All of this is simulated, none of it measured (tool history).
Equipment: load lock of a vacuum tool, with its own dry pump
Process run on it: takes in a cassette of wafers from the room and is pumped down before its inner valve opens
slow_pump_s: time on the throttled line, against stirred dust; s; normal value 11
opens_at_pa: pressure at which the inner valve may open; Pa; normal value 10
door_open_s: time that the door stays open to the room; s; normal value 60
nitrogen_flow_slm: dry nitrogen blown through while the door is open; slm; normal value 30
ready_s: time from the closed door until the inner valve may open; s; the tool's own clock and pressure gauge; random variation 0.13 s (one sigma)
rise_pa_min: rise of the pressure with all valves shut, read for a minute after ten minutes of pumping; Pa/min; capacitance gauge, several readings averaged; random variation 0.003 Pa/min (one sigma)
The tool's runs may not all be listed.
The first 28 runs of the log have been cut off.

run      day  slow_pump_s  opens_at_pa  door_open_s  nitrogen_flow_slm  hours that the pump has run since its overhaul  times that the door has closed on its seal  incoming humidity of the room's air, %  ready_s  rise_pa_min
 29   93.046            7            9           60                 10                                            4739                                       13775                                    45.9     18.2        0.100
 30   97.554           10            7           59                  5                                            4847                                       14194                                    46.9     21.3        0.108
 31  100.408            8           10           60                  6                                            4916                                       14459                                    44.5     19.3        0.108
 32  103.800            8           10           60                  6                                            4997                                       14774                                    45.7     19.1        0.111
 33  105.688            8           10           60                  6                                            5042                                       14949                                    45.7     19.3        0.112
 34  108.029           13           16          216                  6                                            5099                                       15167                                    43.4     22.3        0.140
 35  111.696           19           10           42                 18                                            5187                                       15507                                    41.2     27.7        0.092
 36  115.721           19           10           42                 18                                            5283                                       15881                                    45.1     27.8        0.096
 37  118.812           19           10           42                 18                                            5357                                       16168                                    44.7     27.9        0.099
 38  122.571            8           10           42                 18                                            5448                                       16517                                    45.0     19.1        0.097

3 options for the next run, each taken on its own from the tool as it stands now. Forecast them:
  A  125.492            8           16           42                 18                                            5518                                       16788                                    43.6        ?            ?
  B  125.492            8           10           42                 18                                            5518                                       16788                                    43.3        ?            ?
  C  125.492            7           10           60                 30                                            5518                                       16788                                    44.4        ?            ?

run  ready_s  rise_pa_min
  A     18.5        0.099
  B     19.2        0.105
  C     18.3        0.089
What these runs would have given with no unlogged condition in the tool:
run  ready_s  rise_pa_min
  A     17.8        0.040
  B     18.4        0.045
  C     17.5        0.031
